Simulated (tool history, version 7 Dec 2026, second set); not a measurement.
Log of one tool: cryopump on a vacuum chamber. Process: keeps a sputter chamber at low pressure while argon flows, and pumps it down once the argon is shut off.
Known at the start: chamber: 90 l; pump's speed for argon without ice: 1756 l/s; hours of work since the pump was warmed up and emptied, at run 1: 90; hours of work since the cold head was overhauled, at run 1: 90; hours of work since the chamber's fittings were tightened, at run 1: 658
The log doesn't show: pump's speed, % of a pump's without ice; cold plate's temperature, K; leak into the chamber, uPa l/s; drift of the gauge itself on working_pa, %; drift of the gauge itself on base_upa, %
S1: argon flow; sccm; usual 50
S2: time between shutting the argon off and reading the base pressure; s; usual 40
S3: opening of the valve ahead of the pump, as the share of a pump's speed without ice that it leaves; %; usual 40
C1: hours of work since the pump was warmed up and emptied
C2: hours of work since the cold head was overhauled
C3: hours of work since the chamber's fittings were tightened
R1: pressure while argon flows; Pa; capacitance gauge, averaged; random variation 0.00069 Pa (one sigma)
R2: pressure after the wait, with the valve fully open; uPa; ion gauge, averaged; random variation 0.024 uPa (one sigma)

run 1 hour=0 | S1=50 S2=40 S3=40 | C1=90 C2=90 C3=658 | R1=0.125 R2=1.08
run 2 hour=15.4 | S1=50 S2=40 S3=27 | C1=99 C2=99 C3=667 | R1=0.1817 R2=1.06
run 3 hour=28.6 | S1=50 S2=40 S3=27 | C1=107 C2=107 C3=675 | R1=0.1818 R2=1.06
run 4 hour=48 | S1=50 S2=27 S3=40 | C1=119 C2=119 C3=687 | R1=0.1247 R2=1.39
run 5 hour=59.6 | S1=50 S2=27 S3=40 | C1=126 C2=126 C3=694 | R1=0.125 R2=1.34
run 6 hour=79.4 | S1=50 S2=40 S3=29 | C1=138 C2=138 C3=706 | R1=0.1705 R2=1.04
run 7 hour=91.3 | S1=50 S2=40 S3=33 | C1=145 C2=145 C3=713 | R1=0.151 R2=1.09
run 8 hour=106.5 | S1=50 S2=121 S3=40 | C1=155 C2=155 C3=722 | R1=0.1253 R2=0.59
run 9 hour=130.2 | S1=22 S2=121 S3=40 | C1=169 C2=169 C3=736 | R1=0.0552 R2=0.65
run 10 hour=142.4 | S1=22 S2=121 S3=40 | C1=176 C2=176 C3=744 | R1=0.0555 R2=0.63
run 11 hour=159.2 | S1=22 S2=121 S3=40 | C1=187 C2=187 C3=754 | R1=0.056 R2=0.59
run 12 hour=170.6 | S1=27 S2=94 S3=40 | C1=193 C2=193 C3=761 | R1=0.0688 R2=0.71
run 13 hour=190.5 | S1=27 S2=94 S3=40 | C1=206 C2=206 C3=773 | R1=0.0678 R2=0.75
run 14 hour=208.6 | S1=27 S2=94 S3=40 | C1=217 C2=217 C3=784 | R1=0.0696 R2=0.71
run 15 hour=223.3 | S1=84 S2=32 S3=40 | C1=225 C2=225 C3=793 | R1=0.2148 R2=1.32
run 16 hour=244.8 | S1=84 S2=32 S3=40 | C1=238 C2=238 C3=806 | R1=0.2158 R2=1.27
run 17 hour=256.3 | S1=84 S2=32 S3=40 | C1=245 C2=245 C3=813 | R1=0.2179 R2=1.3
run 18 hour=271.7 | S1=84 S2=32 S3=40 | C1=255 C2=255 C3=822 | R1=0.2175 R2=1.22
run 19 hour=282.9 | S1=28 S2=28 S3=40 | C1=262 C2=262 C3=829 | R1=0.0726 R2=1.41
run 20 hour=294.6 | S1=50 S2=162 S3=40 | C1=269 C2=269 C3=836 | R1=0.1305 R2=0.68
run 21 hour=316 | S1=50 S2=162 S3=40 | C1=282 C2=282 C3=849 | R1=0.1304 R2=0.65

Forecast each of these 4 alternatives for the next run:
run A hour=332.5 | S1=38 S2=266 S3=40 | C1=292 C2=292 C3=859 | R1=? R2=?
run B hour=332.5 | S1=22 S2=40 S3=24 | C1=292 C2=292 C3=859 | R1=? R2=?
run C hour=332.5 | S1=50 S2=58 S3=40 | C1=292 C2=292 C3=859 | R1=? R2=?
run D hour=332.5 | S1=50 S2=78 S3=16 | C1=292 C2=292 C3=859 | R1=? R2=?

run=A R1=0.0999 R2=0.58
run=B R1=0.0931 R2=1.15
run=C R1=0.1301 R2=0.96
run=D R1=0.3123 R2=0.81
Without the tool's hidden state the same runs would have given:
run=A R1=0.0922 R2=0.27
run=B R1=0.0885 R2=0.84
run=C R1=0.1199 R2=0.65
run=D R1=0.3021 R2=0.49
